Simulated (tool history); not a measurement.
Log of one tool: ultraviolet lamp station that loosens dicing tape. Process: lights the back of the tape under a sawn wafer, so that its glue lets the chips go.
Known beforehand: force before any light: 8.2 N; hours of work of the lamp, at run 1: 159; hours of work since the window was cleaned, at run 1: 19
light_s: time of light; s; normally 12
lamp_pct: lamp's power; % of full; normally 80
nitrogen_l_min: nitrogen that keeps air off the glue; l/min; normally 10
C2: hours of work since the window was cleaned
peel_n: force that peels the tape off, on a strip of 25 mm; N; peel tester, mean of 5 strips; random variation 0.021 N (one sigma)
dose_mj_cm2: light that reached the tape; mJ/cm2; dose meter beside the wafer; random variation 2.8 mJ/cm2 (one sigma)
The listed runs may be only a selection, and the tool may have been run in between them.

run 1 hour=0 | light_s=12 lamp_pct=80 nitrogen_l_min=10 | hours_of_work_of_the_lamp=159 C2=19 | peel_n=1.266 dose_mj_cm2=342
run 2 hour=9.9 | light_s=12 lamp_pct=80 nitrogen_l_min=10 | hours_of_work_of_the_lamp=164 C2=25 | peel_n=1.349 dose_mj_cm2=335
run 3 hour=16.5 | light_s=12 lamp_pct=80 nitrogen_l_min=15 | hours_of_work_of_the_lamp=168 C2=28 | peel_n=0.947 dose_mj_cm2=334
run 4 hour=22.5 | light_s=12 lamp_pct=80 nitrogen_l_min=15 | hours_of_work_of_the_lamp=171 C2=31 | peel_n=0.997 dose_mj_cm2=338
run 5 hour=28.6 | light_s=12 lamp_pct=80 nitrogen_l_min=10 | hours_of_work_of_the_lamp=174 C2=34 | peel_n=1.297 dose_mj_cm2=338
run 6 hour=38.2 | light_s=12 lamp_pct=80 nitrogen_l_min=4 | hours_of_work_of_the_lamp=179 C2=39 | peel_n=2.354 dose_mj_cm2=337
run 7 hour=46.9 | light_s=12 lamp_pct=80 nitrogen_l_min=4 | hours_of_work_of_the_lamp=184 C2=44 | peel_n=2.28 dose_mj_cm2=330
run 8 hour=54 | light_s=12 lamp_pct=80 nitrogen_l_min=4 | hours_of_work_of_the_lamp=187 C2=47 | peel_n=2.293 dose_mj_cm2=330
run 9 hour=61 | light_s=12 lamp_pct=80 nitrogen_l_min=10 | hours_of_work_of_the_lamp=191 C2=51 | peel_n=1.323 dose_mj_cm2=330
run 10 hour=69.5 | light_s=12 lamp_pct=80 nitrogen_l_min=10 | hours_of_work_of_the_lamp=195 C2=55 | peel_n=1.339 dose_mj_cm2=329
run 11 hour=75.4 | light_s=12 lamp_pct=80 nitrogen_l_min=10 | hours_of_work_of_the_lamp=198 C2=58 | peel_n=1.396 dose_mj_cm2=323
run 12 hour=85.6 | light_s=12 lamp_pct=80 nitrogen_l_min=16 | hours_of_work_of_the_lamp=204 C2=64 | peel_n=1.005 dose_mj_cm2=326
run 13 hour=93.3 | light_s=12 lamp_pct=80 nitrogen_l_min=16 | hours_of_work_of_the_lamp=208 C2=68 | peel_n=1.048 dose_mj_cm2=326
run 14 hour=103.2 | light_s=12 lamp_pct=80 nitrogen_l_min=16 | hours_of_work_of_the_lamp=213 C2=73 | peel_n=1.044 dose_mj_cm2=325
run 15 hour=111 | light_s=21 lamp_pct=80 nitrogen_l_min=4 | hours_of_work_of_the_lamp=217 C2=77 | peel_n=1.075 dose_mj_cm2=558
run 16 hour=117.9 | light_s=21 lamp_pct=88 nitrogen_l_min=3 | hours_of_work_of_the_lamp=220 C2=81 | peel_n=1.127 dose_mj_cm2=618
-- hour=119.1 window cleaned of glue's vapour
run 17 hour=124.5 | light_s=6 lamp_pct=73 nitrogen_l_min=19 | hours_of_work_of_the_lamp=224 C2=3 | peel_n=2.891 dose_mj_cm2=144
run 18 hour=131.4 | light_s=6 lamp_pct=73 nitrogen_l_min=5 | hours_of_work_of_the_lamp=227 C2=6 | peel_n=4.448 dose_mj_cm2=144
run 19 hour=139.9 | light_s=22 lamp_pct=85 nitrogen_l_min=5 | hours_of_work_of_the_lamp=232 C2=11 | peel_n=0.753 dose_mj_cm2=616
-- hour=141.9 window cleaned of glue's vapour, once more
run 20 hour=150.1 | light_s=22 lamp_pct=85 nitrogen_l_min=5 | hours_of_work_of_the_lamp=237 C2=4 | peel_n=0.68 dose_mj_cm2=638
run 21 hour=157.6 | light_s=22 lamp_pct=85 nitrogen_l_min=5 | hours_of_work_of_the_lamp=241 C2=8 | peel_n=0.689 dose_mj_cm2=640
run 22 hour=167 | light_s=6 lamp_pct=82 nitrogen_l_min=5 | hours_of_work_of_the_lamp=245 C2=13 | peel_n=3.997 dose_mj_cm2=166
run 23 hour=172.3 | light_s=9 lamp_pct=62 nitrogen_l_min=7 | hours_of_work_of_the_lamp=248 C2=16 | peel_n=3.124 dose_mj_cm2=190
run 24 hour=179.3 | light_s=6 lamp_pct=67 nitrogen_l_min=5 | hours_of_work_of_the_lamp=252 C2=19 | peel_n=4.666 dose_mj_cm2=137
run 25 hour=188 | light_s=10 lamp_pct=75 nitrogen_l_min=3 | hours_of_work_of_the_lamp=256 C2=24 | peel_n=3.486 dose_mj_cm2=252

Forecast run 26:
run 26 hour=198 | light_s=11 lamp_pct=75 nitrogen_l_min=12 | hours_of_work_of_the_lamp=261 C2=29 | peel_n=? dose_mj_cm2=?

peel_n: 1.556 N
dose_mj_cm2: 278 mJ/cm2
With no hidden state in the tool, this same run would have given peel_n 1.169 N, dose_mj_cm2 329 mJ/cm2.
